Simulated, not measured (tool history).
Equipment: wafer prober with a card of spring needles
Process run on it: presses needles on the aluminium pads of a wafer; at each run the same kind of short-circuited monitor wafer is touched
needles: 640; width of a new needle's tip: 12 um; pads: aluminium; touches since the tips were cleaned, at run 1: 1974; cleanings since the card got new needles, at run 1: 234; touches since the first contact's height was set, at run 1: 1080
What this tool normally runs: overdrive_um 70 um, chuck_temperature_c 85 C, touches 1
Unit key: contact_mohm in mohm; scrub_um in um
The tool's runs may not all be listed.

| run | day | overdrive_um | chuck_temperature_c | touches | touches since the tips were cleaned | cleanings since the card got new needles | touches since the first contact's height was set | contact_mohm | scrub_um |
|---|---|---|---|---|---|---|---|---|---|
| 1 | 0.000 | 70 | 85 | 1 | 1974 | 234 | 1080 | 219 | 19.33 |
|  | 0.162 | tips cleaned on abrasive film |
|  | 0.488 | tips cleaned on abrasive film |
|  | 0.892 | tips cleaned on abrasive film |
|  | 1.292 | tips cleaned on abrasive film |
| 2 | 1.496 | 51 | 85 | 1 | 2263 | 238 | 17642 | 255 | 13.95 |
|  | 1.658 | tips cleaned on abrasive film |
|  | 1.979 | tips cleaned on abrasive film |
|  | 2.383 | tips cleaned on abrasive film |
|  | 2.788 | tips cleaned on abrasive film |
| 3 | 3.017 | 51 | 85 | 1 | 2589 | 242 | 34530 | 258 | 13.99 |
|  | 3.183 | tips cleaned on abrasive film |
|  | 3.504 | tips cleaned on abrasive film |
|  | 3.829 | tips cleaned on abrasive film |
| 4 | 3.908 | 51 | 85 | 1 | 897 | 245 | 44365 | 215 | 13.98 |
|  | 4.225 | tips cleaned on abrasive film |
|  | 4.550 | tips cleaned on abrasive film |
|  | 4.875 | tips cleaned on abrasive film |
|  | 5.275 | tips cleaned on abrasive film |
|  | 5.617 | tips cleaned on abrasive film |
| 5 | 5.617 | 51 | 85 | 1 | 0 | 250 | 63299 | 197 | 13.88 |
|  | 5.942 | tips cleaned on abrasive film |
|  | 6.262 | tips cleaned on abrasive film |
|  | 6.588 | tips cleaned on abrasive film |
|  | 6.912 | tips cleaned on abrasive film |
| 6 | 6.975 | 70 | 85 | 1 | 725 | 254 | 78324 | 203 | 18.97 |
|  | 7.300 | tips cleaned on abrasive film |
|  | 7.621 | tips cleaned on abrasive film |
|  | 7.946 | tips cleaned on abrasive film |
| 7 | 8.154 | 70 | 85 | 1 | 2353 | 257 | 91402 | 229 | 18.95 |
|  | 8.317 | tips cleaned on abrasive film |
|  | 8.642 | tips cleaned on abrasive film |
|  | 9.046 | tips cleaned on abrasive film |
|  | 9.367 | tips cleaned on abrasive film |
|  | 9.692 | tips cleaned on abrasive film |
| 8 | 9.804 | 77 | 85 | 1 | 1270 | 262 | 109654 | 207 | 20.89 |
|  | 10.046 | tips cleaned on abrasive film |
|  | 10.371 | tips cleaned on abrasive film |
|  | 10.692 | tips cleaned on abrasive film |
|  | 11.017 | tips cleaned on abrasive film |
|  | 11.342 | tips cleaned on abrasive film |
| 9 | 11.367 | 77 | 85 | 1 | 301 | 267 | 126934 | 192 | 20.72 |
|  | 11.692 | tips cleaned on abrasive film |
|  | 12.012 | tips cleaned on abrasive film |
|  | 12.338 | tips cleaned on abrasive film |
| 10 | 12.354 | 70 | 85 | 1 | 224 | 270 | 137881 | 195 | 18.82 |
|  | 12.679 | tips cleaned on abrasive film |
|  | 13.083 | tips cleaned on abrasive film |
|  | 13.404 | tips cleaned on abrasive film |
| 11 | 13.667 | 70 | 85 | 1 | 2943 | 273 | 152443 | 236 | 18.69 |
|  | 13.750 | tips cleaned on abrasive film |
|  | 14.154 | tips cleaned on abrasive film |
|  | 14.558 | tips cleaned on abrasive film |
|  | 14.958 | tips cleaned on abrasive film |
|  | 15.283 | tips cleaned on abrasive film |
| 12 | 15.517 | 70 | 85 | 1 | 2631 | 278 | 172947 | 235 | 18.64 |
|  | 15.683 | tips cleaned on abrasive film |
|  | 16.004 | tips cleaned on abrasive film |
|  | 16.329 | tips cleaned on abrasive film |
|  | 16.342 | height of the first contact set anew |
|  | 16.662 | tips cleaned on abrasive film |
|  | 17.067 | tips cleaned on abrasive film |
| 13 | 17.350 | 70 | 85 | 1 | 3174 | 283 | 11218 | 237 | 19.23 |
|  | 17.433 | tips cleaned on abrasive film |
|  | 17.838 | tips cleaned on abrasive film |
|  | 18.238 | tips cleaned on abrasive film |
|  | 18.562 | tips cleaned on abrasive film |
|  | 18.888 | tips cleaned on abrasive film |
|  | 19.208 | tips cleaned on abrasive film |
| 14 | 19.271 | 70 | 85 | 2 | 715 | 289 | 32489 | 196 | 19.12 |
|  | 19.596 | tips cleaned on abrasive film |
|  | 19.921 | tips cleaned on abrasive film |
| 15 | 20.129 | 70 | 85 | 2 | 2349 | 291 | 41988 | 210 | 19.19 |
|  | 20.292 | tips cleaned on abrasive film |
|  | 20.617 | tips cleaned on abrasive film |
|  | 21.012 | tips cleaned on abrasive film |
| 16 | 21.012 | 59 | 68 | 2 | 0 | 294 | 51749 | 192 | 16.10 |
|  | 21.333 | tips cleaned on abrasive film |
|  | 21.738 | tips cleaned on abrasive film |
| 17 | 22.017 | 59 | 68 | 2 | 3111 | 296 | 62903 | 225 | 15.99 |
|  | 22.100 | tips cleaned on abrasive film |
|  | 22.504 | tips cleaned on abrasive film |
|  | 22.825 | tips cleaned on abrasive film |
|  | 23.150 | tips cleaned on abrasive film |
| 18 | 23.183 | 59 | 68 | 2 | 380 | 300 | 75796 | 196 | 16.03 |
|  | 23.504 | tips cleaned on abrasive film |
|  | 23.908 | tips cleaned on abrasive film |
|  | 24.233 | tips cleaned on abrasive film |
| 19 | 24.438 | 70 | 35 | 2 | 2329 | 303 | 89744 | 203 | 19.11 |
|  | 24.604 | tips cleaned on abrasive film |
|  | 25.004 | tips cleaned on abrasive film |
|  | 25.329 | tips cleaned on abrasive film |
|  | 25.733 | tips cleaned on abrasive film |
|  | 26.133 | tips cleaned on abrasive film |
| 20 | 26.254 | 65 | 28 | 1 | 1322 | 308 | 109833 | 214 | 17.61 |
|  | 26.496 | tips cleaned on abrasive film |
|  | 26.900 | tips cleaned on abrasive film |
|  | 27.300 | tips cleaned on abrasive film |
|  | 27.704 | tips cleaned on abrasive film |
| 21 | 27.983 | 65 | 28 | 1 | 3116 | 312 | 129037 | 241 | 17.48 |
|  | 28.067 | tips cleaned on abrasive film |
|  | 28.392 | tips cleaned on abrasive film |
|  | 28.792 | tips cleaned on abrasive film |
|  | 29.196 | tips cleaned on abrasive film |
|  | 29.521 | tips cleaned on abrasive film |
| 22 | 29.629 | 55 | 34 | 1 | 1215 | 317 | 147234 | 237 | 14.65 |
|  | 29.871 | tips cleaned on abrasive film |
|  | 30.196 | tips cleaned on abrasive film |
|  | 30.596 | tips cleaned on abrasive film |
|  | 30.921 | tips cleaned on abrasive film |
|  | 31.242 | tips cleaned on abrasive film |
| 23 | 31.275 | 55 | 34 | 1 | 345 | 322 | 165454 | 198 | 14.57 |
|  | 31.596 | tips cleaned on abrasive film |
|  | 31.921 | tips cleaned on abrasive film |
|  | 32.242 | tips cleaned on abrasive film |
|  | 32.567 | tips cleaned on abrasive film |
|  | 32.817 | height of the first contact set anew |
|  | 32.983 | tips cleaned on abrasive film |
|  | 33.308 | tips cleaned on abrasive film |
| 24 | 33.308 | 71 | 93 | 1 | 0 | 328 | 5377 | 195 | 19.53 |
|  | 33.633 | tips cleaned on abrasive film |
|  | 33.954 | tips cleaned on abrasive film |
|  | 34.279 | tips cleaned on abrasive film |
|  | 34.600 | tips cleaned on abrasive film |
|  | 34.925 | tips cleaned on abrasive film |
| 25 | 35.054 | 71 | 37 | 1 | 1457 | 333 | 24744 | 212 | 19.52 |

Consider 4 possible next runs. They are alternatives, not a sequence: every one starts from the tool as it was left by run 25. What does each give?
|  | 35.300 | tips cleaned on abrasive film |
|  | 35.621 | tips cleaned on abrasive film |
|  | 35.946 | tips cleaned on abrasive film |
|  | 36.446 | card fitted with new needles |
|  | 36.767 | tips cleaned on abrasive film |
|  | 37.171 | tips cleaned on abrasive film |
| A | 37.179 | 71 | 37 | 3 | 113 | 2 | 8156 | ? | ? |
|  | 35.300 | tips cleaned on abrasive film |
|  | 35.621 | tips cleaned on abrasive film |
|  | 35.946 | tips cleaned on abrasive film |
|  | 36.446 | card fitted with new needles |
|  | 36.767 | tips cleaned on abrasive film |
|  | 37.171 | tips cleaned on abrasive film |
| B | 37.179 | 81 | 37 | 1 | 113 | 2 | 8156 | ? | ? |
|  | 35.300 | tips cleaned on abrasive film |
|  | 35.621 | tips cleaned on abrasive film |
|  | 35.946 | tips cleaned on abrasive film |
|  | 36.446 | card fitted with new needles |
|  | 36.767 | tips cleaned on abrasive film |
|  | 37.171 | tips cleaned on abrasive film |
| C | 37.179 | 55 | 51 | 1 | 113 | 2 | 8156 | ? | ? |
|  | 35.300 | tips cleaned on abrasive film |
|  | 35.621 | tips cleaned on abrasive film |
|  | 35.946 | tips cleaned on abrasive film |
|  | 36.446 | card fitted with new needles |
|  | 36.767 | tips cleaned on abrasive film |
|  | 37.171 | tips cleaned on abrasive film |
| D | 37.179 | 51 | 35 | 2 | 113 | 2 | 8156 | ? | ? |

| run | contact_mohm | scrub_um |
|---|---|---|
| A | 179 | 19.44 |
| B | 186 | 22.13 |
| C | 187 | 15.19 |
| D | 184 | 14.00 |
Without the tool's unlogged condition, the same runs would have read:
| run | contact_mohm | scrub_um |
|---|---|---|
| A | 176 | 19.47 |
| B | 177 | 22.16 |
| C | 177 | 15.22 |
| D | 177 | 14.02 |
